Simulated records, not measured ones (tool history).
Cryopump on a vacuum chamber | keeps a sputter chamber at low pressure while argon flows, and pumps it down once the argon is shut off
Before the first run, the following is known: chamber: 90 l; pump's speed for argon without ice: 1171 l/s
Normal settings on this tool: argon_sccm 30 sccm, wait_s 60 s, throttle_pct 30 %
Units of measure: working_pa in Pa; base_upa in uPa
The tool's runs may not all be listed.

run	hour	argon_sccm	wait_s	throttle_pct	working_pa	base_upa
1	0.0	30	60	30	0.1496	2.80
2	18.4	30	60	30	0.1508	2.83
3	32.2	34	60	30	0.1711	2.77
4	44.5	34	60	30	0.1704	2.79
5	62.4	34	60	20	0.2518	2.73
6	81.6	34	60	20	0.2554	2.82
7	99.5	40	60	20	0.2961	2.87
8	109.7	40	60	20	0.2962	2.78
9	122.0	40	60	20	0.2972	2.83
10	141.4	40	60	20	0.2990	2.92
11	157.6	30	60	30	0.1520	2.81
12	168.9	30	60	30	0.1515	2.85
13	183.1	30	60	30	0.1513	2.91
14	198.4	30	60	30	0.1506	2.92
15	209.6	29	60	30	0.1463	3.01
16	228.4	29	60	30	0.1476	2.97
17	238.1	30	128	30	0.1532	2.21
18	259.4	30	128	30	0.1526	2.24
19	274.5	30	128	30	0.1522	2.29
20	286.6	30	128	30	0.1532	2.19
21	297.1	48	151	17	0.4218	2.12
22	316.1	22	160	42	0.0826	2.08
23	334.5	17	160	42	0.0638	2.07
24	352.9	18	32	30	0.0919	4.38
25	370.4	18	32	30	0.0921	4.38
26	384.2	18	32	30	0.0921	4.42
27	398.2	18	32	47	0.0606	4.29
28	413.0	18	32	47	0.0617	4.36
29	427.9	18	32	47	0.0617	4.41
30	442.4	18	32	47	0.0623	4.47
31	457.4	47	66	38	0.1943	3.01
32	471.5	36	147	30	0.1855	2.27
33	490.4	36	147	30	0.1835	2.29
34	500.3	46	22	29	0.2470	5.72
35	515.6	23	78	47	0.0787	2.85

Run by run, hidden condition taken away, random variation retained:
The hidden state here: pump's speed, % of a pump's without ice; cold plate's temperature, K; leak into the chamber, uPa l/s; drift of the gauge itself on working_pa, %; drift of the gauge itself on base_upa, %.
run	working_pa	base_upa
1	0.1444	1.77
2	0.1454	1.78
3	0.1648	1.73
4	0.1639	1.75
5	0.2451	1.70
6	0.2485	1.74
7	0.2877	1.78
8	0.2877	1.71
9	0.2884	1.73
10	0.2899	1.78
11	0.1450	1.70
12	0.1444	1.71
13	0.1441	1.76
14	0.1433	1.75
15	0.1391	1.80
16	0.1401	1.78
17	0.1453	0.97
18	0.1445	0.98
19	0.1440	1.01
20	0.1448	0.95
21	0.4082	0.86
22	0.0763	0.81
23	0.0588	0.80
24	0.0864	3.08
25	0.0865	3.07
26	0.0864	3.08
27	0.0549	2.98
28	0.0558	3.01
29	0.0556	3.04
30	0.0562	3.08
31	0.1781	1.62
32	0.1729	0.87
33	0.1708	0.88
34	0.2303	4.31
35	0.0702	1.41
